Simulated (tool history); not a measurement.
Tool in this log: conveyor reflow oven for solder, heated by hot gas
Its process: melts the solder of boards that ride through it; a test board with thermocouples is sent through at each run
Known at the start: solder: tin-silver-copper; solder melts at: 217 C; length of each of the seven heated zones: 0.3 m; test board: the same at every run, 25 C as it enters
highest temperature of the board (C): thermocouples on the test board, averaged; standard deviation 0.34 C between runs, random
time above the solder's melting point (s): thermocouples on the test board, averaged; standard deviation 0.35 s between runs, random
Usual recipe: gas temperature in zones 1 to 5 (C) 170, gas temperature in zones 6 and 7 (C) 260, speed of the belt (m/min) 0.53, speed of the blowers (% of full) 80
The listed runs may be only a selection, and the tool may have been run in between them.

run   hour  gas temperature in zones 1 to 5 (C)  gas temperature in zones 6 and 7 (C)  speed of the belt (m/min)  speed of the blowers (% of full)  highest temperature of the board (C)  time above the solder's melting point (s)
  1      0                                  170                                   260                       0.53                                80                                 244.1                                         44
  2     20                                  170                                   260                      0.472                                80                                 247.1                                       53.7
  3   30.3                                  170                                   260                       0.53                                80                                 243.9                                       45.2
  4   48.2                                  170                                   260                       0.53                                80                                 243.6                                       44.4
  5   61.2                                  170                                   260                       0.53                                80                                 244.2                                       44.3
  6   83.6                                  170                                   260                       0.53                                80                                 242.9                                       43.9
  7  100.4                                  170                                   260                       0.53                                80                                 243.5                                       43.9
  8  121.7                                  170                                   260                       0.53                                80                                 242.7                                       43.3
  9  136.3                                  170                                   260                       0.53                                80                                 242.6                                       43.1
 10    149                                  170                                   260                       0.53                                80                                 243.4                                       43.5
 11  165.3                                  170                                   260                       0.53                                80                                 242.5                                       43.3
 12  185.5                                  170                                   260                       0.53                                67                                 240.1                                       40.7
 13    200                                  158                                   260                       0.53                                80                                 240.5                                       37.2
 14  214.6                                  170                                   260                       0.53                                80                                 242.8                                       42.3
 15  234.9                                  170                                   260                       0.53                                80                                 242.3                                         43
 16    250                                  170                                   260                       0.53                                80                                 242.2                                       42.8
     258.5  -- thermocouples of zones 6 and 7 changed
 17  271.5                                  164                                   260                      0.588                                75                                 238.1                                       32.4
 18  290.2                                  170                                   252                       0.43                                80                                 241.6                                       55.6
     295.7  -- belt drive overhauled, speed set with a stopwatch
 19  310.3                                  170                                   252                       0.43                                80                                 241.9                                       56.3
 20  330.7                                  182                                   260                       0.43                                52                                   247                                       63.7
 21  343.5                                  161                                   260                      0.537                                61                                 237.6                                       34.3
     363.3  -- belt drive overhauled, speed set with a stopwatch, once more
 22  368.5                                  161                                   260                      0.537                                61                                 237.4                                       32.8
 23  383.2                                  165                                   260                      0.453                                80                                 246.6                                       53.6
 24  395.6                                  170                                   271                      0.568                                80                                 249.1                                         44
 25  414.4                                  170                                   271                      0.568                                80                                 249.5                                       42.7
 26  431.1                                  167                                   260                      0.613                                88                                 237.9                                       29.9
 27  441.1                                  167                                   260                      0.613                                88                                 237.4                                       30.3
 28    458                                  163                                   272                      0.466                                54                                 251.1                                       52.8
 29  476.1                                  163                                   272                      0.466                                54                                 250.7                                       52.5
     496.1  -- flux residue cleaned out of gas plates and filters
 30  501.1                                  163                                   272                      0.466                                54                                 253.2                                       54.6
 31  515.6                                  163                                   272                      0.466                                54                                   253                                       55.3
 32  536.4                                  171                                   255                      0.466                                54                                 239.8                                       45.4

A few steps of highest temperature of the board (C) between consecutive runs. Split each: what settings, incoming material and random variation would produce without the hidden state, and what is left over for the hidden state, along with gauge scatter present in only one of the two compared results (measured, and without hidden state):
The tool's hidden condition here consists of: heat that the gas passes to the board, % of a clean oven's; belt's true speed, % of the reading; true gas temperature in zones 6 and 7 over the reading, C; drift of the gauge itself on peak_c, C; drift of the gauge itself on liquid_s, %.
Run 16 -> 17: gas temperature in zones 1 to 5 (C) 170 -> 164, speed of the belt (m/min) 0.53 -> 0.588, speed of the blowers (% of full) 80 -> 75, thermocouples of zones 6 and 7 changed. highest temperature of the board (C) -4.1: hidden state +1.4, all else -5.5.
Run 20 -> 21: gas temperature in zones 1 to 5 (C) 182 -> 161, speed of the belt (m/min) 0.43 -> 0.537, speed of the blowers (% of full) 52 -> 61. highest temperature of the board (C) -9.4: hidden state -0.8, all else -8.6.
Run 25 -> 26: gas temperature in zones 1 to 5 (C) 170 -> 167, gas temperature in zones 6 and 7 (C) 271 -> 260, speed of the belt (m/min) 0.568 -> 0.613, speed of the blowers (% of full) 80 -> 88. highest temperature of the board (C) -11.6: hidden state -0.2, all else -11.4.
Run 27 -> 28: gas temperature in zones 1 to 5 (C) 167 -> 163, gas temperature in zones 6 and 7 (C) 260 -> 272, speed of the belt (m/min) 0.613 -> 0.466, speed of the blowers (% of full) 88 -> 54. highest temperature of the board (C) +13.7: hidden state +0.8, all else +12.9.
Run 29 -> 30: flux residue cleaned out of gas plates and filters. highest temperature of the board (C) +2.5: hidden state +2.2, all else +0.3.
Run 31 -> 32: gas temperature in zones 1 to 5 (C) 163 -> 171, gas temperature in zones 6 and 7 (C) 272 -> 255. highest temperature of the board (C) -13.2: hidden state -0.2, all else -13.
